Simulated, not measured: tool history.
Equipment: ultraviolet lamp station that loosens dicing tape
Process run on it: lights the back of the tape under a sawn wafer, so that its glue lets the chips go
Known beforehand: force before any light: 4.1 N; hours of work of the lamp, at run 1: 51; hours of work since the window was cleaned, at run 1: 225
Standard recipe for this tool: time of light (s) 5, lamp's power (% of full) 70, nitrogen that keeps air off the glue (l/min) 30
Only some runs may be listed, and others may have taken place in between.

| run | hour | time of light (s) | lamp's power (% of full) | nitrogen that keeps air off the glue (l/min) | hours of work of the lamp | hours of work since the window was cleaned | force that peels the tape off (N) | light that reached the tape (J/m2) |
|---|---|---|---|---|---|---|---|---|
| 1 | 0.0 | 5 | 70 | 30 | 51 | 225 | 0.334 | 3300 |
| 2 | 7.8 | 5 | 70 | 10 | 57 | 231 | 0.760 | 3250 |
| 3 | 16.2 | 5 | 70 | 10 | 63 | 237 | 0.758 | 3250 |
| 4 | 24.5 | 5 | 70 | 10 | 69 | 243 | 0.750 | 3220 |
| 5 | 33.9 | 5 | 83 | 10 | 76 | 250 | 0.594 | 3830 |
| 6 | 43.2 | 5 | 86 | 30 | 83 | 257 | 0.270 | 3990 |
| 7 | 48.3 | 4 | 86 | 30 | 87 | 260 | 0.347 | 3210 |
| 8 | 53.8 | 5 | 69 | 30 | 91 | 264 | 0.361 | 3210 |
| 9 | 59.5 | 5 | 70 | 30 | 95 | 269 | 0.362 | 3230 |
| 10 | 67.0 | 5 | 70 | 30 | 100 | 274 | 0.357 | 3210 |
| 11 | 73.5 | 5 | 70 | 30 | 105 | 279 | 0.358 | 3150 |
| 12 | 78.6 | 5 | 70 | 27 | 109 | 283 | 0.384 | 3180 |
| 13 | 86.5 | 5 | 70 | 27 | 115 | 289 | 0.377 | 3210 |
|  | 97.4 | window cleaned of glue's vapour |
| 14 | 97.6 | 5 | 70 | 27 | 122 | 0 | 0.368 | 3250 |
| 15 | 106.7 | 5 | 70 | 27 | 129 | 7 | 0.374 | 3260 |
| 16 | 113.3 | 2 | 70 | 38 | 134 | 12 | 1.195 | 1320 |
| 17 | 120.7 | 2 | 70 | 38 | 140 | 17 | 1.210 | 1320 |
| 18 | 128.1 | 3 | 79 | 49 | 145 | 23 | 0.478 | 2250 |
| 19 | 138.0 | 3 | 79 | 49 | 152 | 30 | 0.499 | 2200 |

For run 20, what comes out?
| 20 | 147.5 | 2 | 69 | 12 | 159 | 37 | ? | ? |

{"run 20": {"force that peels the tape off (N)": 1.995, "light that reached the tape (J/m2)": 1290}}
Without the tool's hidden state the same run would have given force that peels the tape off (N) 1.893, light that reached the tape (J/m2) 1380.
